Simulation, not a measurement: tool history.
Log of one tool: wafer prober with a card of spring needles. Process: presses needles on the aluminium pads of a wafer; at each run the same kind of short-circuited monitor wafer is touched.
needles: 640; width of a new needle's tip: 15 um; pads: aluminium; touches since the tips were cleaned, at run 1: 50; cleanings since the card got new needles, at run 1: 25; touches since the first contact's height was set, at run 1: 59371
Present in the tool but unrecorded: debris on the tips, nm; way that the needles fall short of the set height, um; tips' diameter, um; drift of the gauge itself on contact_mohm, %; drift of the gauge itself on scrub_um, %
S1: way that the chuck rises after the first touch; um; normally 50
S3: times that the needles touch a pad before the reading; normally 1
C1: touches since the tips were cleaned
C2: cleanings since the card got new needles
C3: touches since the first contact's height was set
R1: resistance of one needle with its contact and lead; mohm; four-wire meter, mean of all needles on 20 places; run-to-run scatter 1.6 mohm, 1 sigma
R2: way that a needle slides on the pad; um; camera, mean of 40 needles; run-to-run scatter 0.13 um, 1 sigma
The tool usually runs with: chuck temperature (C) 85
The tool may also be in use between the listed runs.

Run 1, hour 0: usual settings; C1 50; C2 25; C3 59371. Result: R1 158 mohm, R2 9.09 um.
At hour 5.4: tips cleaned on abrasive film.
At hour 11.5: tips cleaned on abrasive film.
Run 2, hour 15.1: usual settings; C1 1354; C2 27; C3 64927. Result: R1 191 mohm, R2 8.95 um.
At hour 17.6: tips cleaned on abrasive film.
Run 3, hour 22.7: usual settings but S1 68 um; C1 1910; C2 28; C3 67732. Result: R1 180 mohm, R2 12.41 um.
At hour 23.8: tips cleaned on abrasive film.
At hour 29.3: tips cleaned on abrasive film.
At hour 35: tips cleaned on abrasive film.
Run 4, hour 37.8: usual settings but S1 47 um; C1 1071; C2 31; C3 73246. Result: R1 194 mohm, R2 8.48 um.
At hour 41.3: tips cleaned on abrasive film.
At hour 46.8: tips cleaned on abrasive film.
At hour 52.9: tips cleaned on abrasive film.
Run 5, hour 52.9: usual settings but S3 2; C1 0; C2 34; C3 78758. Result: R1 153 mohm, R2 9.08 um.
At hour 59.1: tips cleaned on abrasive film.
Run 6, hour 64.3: usual settings but chuck temperature (C) 55; C1 1939; C2 35; C3 82953. Result: R1 206 mohm, R2 9.11 um.
At hour 65.4: tips cleaned on abrasive film.
At hour 68.3: tips cleaned on abrasive film, once more.
At hour 74: tips cleaned on abrasive film.
Run 7, hour 77.5: usual settings but chuck temperature (C) 74; C1 1300; C2 38; C3 87771. Result: R1 190 mohm, R2 9.04 um.
At hour 80.2: tips cleaned on abrasive film.
At hour 85.8: tips cleaned on abrasive film.
Run 8, hour 89.1: usual settings but chuck temperature (C) 74; C1 1223; C2 40; C3 92018. Result: R1 192 mohm, R2 8.77 um.
At hour 92.5: tips cleaned on abrasive film.
At hour 98.2: tips cleaned on abrasive film.
Run 9, hour 98.4: usual settings but chuck temperature (C) 74; C1 63; C2 42; C3 95414. Result: R1 163 mohm, R2 9.07 um.
At hour 103.7: tips cleaned on abrasive film.
Run 10, hour 105.5: usual settings; C1 677; C2 43; C3 98017. Result: R1 178 mohm, R2 9.03 um.
At hour 109.8: tips cleaned on abrasive film.
Run 11, hour 113.1: usual settings; C1 1243; C2 44; C3 100818. Result: R1 193 mohm, R2 8.86 um.
At hour 115.2: tips cleaned on abrasive film.
At hour 121.2: tips cleaned on abrasive film.
At hour 126.6: tips cleaned on abrasive film.
Run 12, hour 128.6: usual settings but S1 44 um, chuck temperature (C) 116, S3 3; C1 736; C2 47; C3 106492. Result: R1 174 mohm, R2 7.52 um.
At hour 132.8: tips cleaned on abrasive film.
At hour 138.6: tips cleaned on abrasive film.
Run 13, hour 140.9: usual settings but S1 44 um, chuck temperature (C) 116, S3 3; C1 849; C2 49; C3 111002. Result: R1 178 mohm, R2 7.69 um.
At hour 144.3: tips cleaned on abrasive film.
At hour 150: tips cleaned on abrasive film.
Run 14, hour 153: usual settings but S1 44 um, chuck temperature (C) 28; C1 1118; C2 51; C3 115422. Result: R1 200 mohm, R2 7.58 um.
At hour 155.8: tips cleaned on abrasive film.
At hour 161.4: tips cleaned on abrasive film.
Run 15, hour 161.4: usual settings but S1 44 um, chuck temperature (C) 28; C1 0; C2 53; C3 118487. Result: R1 150 mohm, R2 7.51 um.
At hour 167.5: tips cleaned on abrasive film.
At hour 173: tips cleaned on abrasive film.
Run 16, hour 173: usual settings but S1 43 um, chuck temperature (C) 28; C1 0; C2 55; C3 122755. Result: R1 159 mohm, R2 7.55 um.
At hour 179.5: tips cleaned on abrasive film.
At hour 185.9: tips cleaned on abrasive film.
Run 17, hour 187.2: usual settings but S1 37 um, chuck temperature (C) 31; C1 458; C2 57; C3 127942. Result: R1 196 mohm, R2 6.44 um.
At hour 191.6: tips cleaned on abrasive film.
At hour 197.4: tips cleaned on abrasive film.
Run 18, hour 201.4: usual settings but S1 47 um, chuck temperature (C) 119; C1 1485; C2 59; C3 133178. Result: R1 214 mohm, R2 8.25 um.
At hour 203.4: tips cleaned on abrasive film.
At hour 209.3: tips cleaned on abrasive film.
At hour 215.6: tips cleaned on abrasive film.
Run 19, hour 216.6: usual settings but chuck temperature (C) 37, S3 2; C1 368; C2 62; C3 138740. Result: R1 158 mohm, R2 8.58 um.
At hour 221.5: tips cleaned on abrasive film.
At hour 227.3: tips cleaned on abrasive film.
Run 20, hour 232: usual settings but chuck temperature (C) 69; C1 1749; C2 64; C3 144396. Result: R1 203 mohm, R2 8.58 um.
At hour 232.8: tips cleaned on abrasive film.
At hour 239.3: tips cleaned on abrasive film.
Run 21, hour 244: usual settings but S1 45 um, chuck temperature (C) 38; C1 1782; C2 66; C3 148807. Result: R1 220 mohm, R2 7.66 um.
At hour 245.5: tips cleaned on abrasive film.
At hour 251.3: tips cleaned on abrasive film.
Run 22, hour 253: usual settings but S1 54 um, chuck temperature (C) 31; C1 625; C2 68; C3 152070. Result: R1 168 mohm, R2 9.07 um.

Pick out some run-to-run changes in R1. Of each, how much would a tool without hidden state show as well, from the settings, what came in and chance, and how much is left for the hidden state and any gauge scatter not in both results compared?
Run 5 -> 6: chuck temperature (C) 85 -> 55, S3 2 -> 1, tips cleaned on abrasive film. R1 +53 mohm: hidden state +53, all else +0.
Run 18 -> 19: S1 47 -> 50, chuck temperature (C) 119 -> 37, S3 1 -> 2, tips cleaned on abrasive film, tips cleaned on abrasive film, tips cleaned on abrasive film. R1 -56 mohm: hidden state -42, all else -14.
Run 21 -> 22: S1 45 -> 54, chuck temperature (C) 38 -> 31, tips cleaned on abrasive film, tips cleaned on abrasive film. R1 -52 mohm: hidden state -52, all else +0.
